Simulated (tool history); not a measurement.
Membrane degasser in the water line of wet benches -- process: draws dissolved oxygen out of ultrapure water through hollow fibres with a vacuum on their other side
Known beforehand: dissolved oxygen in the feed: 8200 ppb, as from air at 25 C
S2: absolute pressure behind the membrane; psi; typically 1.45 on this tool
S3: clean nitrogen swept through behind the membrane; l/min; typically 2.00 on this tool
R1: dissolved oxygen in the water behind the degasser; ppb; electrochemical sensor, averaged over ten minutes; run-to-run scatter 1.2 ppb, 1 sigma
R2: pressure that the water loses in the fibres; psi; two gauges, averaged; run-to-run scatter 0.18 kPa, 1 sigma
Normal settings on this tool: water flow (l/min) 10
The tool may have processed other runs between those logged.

{"run": 1, "hour": 0.0, "water flow (l/min)": 10, "S2": 1.45, "S3": 2.0, "R1": 123.8, "R2": 4.862}
{"run": 2, "hour": 46.6, "water flow (l/min)": 10, "S2": 1.45, "S3": 2.0, "R1": 123.8, "R2": 4.802}
{"run": 3, "hour": 128.1, "water flow (l/min)": 10, "S2": 1.45, "S3": 2.0, "R1": 124.4, "R2": 4.805}
{"run": 4, "hour": 188.8, "water flow (l/min)": 10, "S2": 1.45, "S3": 2.0, "R1": 125.3, "R2": 4.791}
{"run": 5, "hour": 235.9, "water flow (l/min)": 10, "S2": 1.45, "S3": 2.0, "R1": 123.6, "R2": 4.799}
{"run": 6, "hour": 291.8, "water flow (l/min)": 10, "S2": 1.45, "S3": 1.7, "R1": 138.7, "R2": 4.767}
{"hour": 300.8, "done": "vacuum gauge calibrated"}
{"run": 7, "hour": 344.4, "water flow (l/min)": 10, "S2": 1.45, "S3": 1.7, "R1": 139.4, "R2": 4.805}
{"run": 8, "hour": 394.4, "water flow (l/min)": 10, "S2": 1.45, "S3": 1.7, "R1": 139.0, "R2": 4.776}
{"run": 9, "hour": 442.2, "water flow (l/min)": 10, "S2": 2.81, "S3": 1.7, "R1": 279.7, "R2": 4.821}
{"run": 10, "hour": 515.5, "water flow (l/min)": 10, "S2": 2.81, "S3": 2.63, "R1": 195.5, "R2": 4.833}
{"hour": 561.5, "done": "seals of the vacuum lines changed"}
{"run": 11, "hour": 565.2, "water flow (l/min)": 7, "S2": 2.12, "S3": 1.29, "R1": 161.5, "R2": 3.339}
{"run": 12, "hour": 643.1, "water flow (l/min)": 7, "S2": 2.12, "S3": 1.29, "R1": 159.6, "R2": 3.347}
{"run": 13, "hour": 745.9, "water flow (l/min)": 9, "S2": 1.02, "S3": 1.8, "R1": 72.4, "R2": 4.357}

Alternative continuations, all from the tool just after run 13; predict every row:
{"hour": 806.5, "done": "vacuum gauge calibrated, once more"}
{"run": "A", "hour": 840.0, "water flow (l/min)": 10, "S2": 1.32, "S3": 2.0, "R1": "?", "R2": "?"}
{"hour": 806.5, "done": "vacuum gauge calibrated, once more"}
{"run": "B", "hour": 840.0, "water flow (l/min)": 7, "S2": 1.45, "S3": 2.65, "R1": "?", "R2": "?"}
{"hour": 806.5, "done": "vacuum gauge calibrated, once more"}
{"run": "C", "hour": 840.0, "water flow (l/min)": 7, "S2": 1.13, "S3": 1.91, "R1": "?", "R2": "?"}

run=A R1=107.8 R2=4.840
run=B R1=53.9 R2=3.358
run=C R1=50.4 R2=3.387
Without the tool's hidden state the same runs would have given:
run=A R1=104.4 R2=4.767
run=B R1=52.7 R2=3.307
run=C R1=49.0 R2=3.336
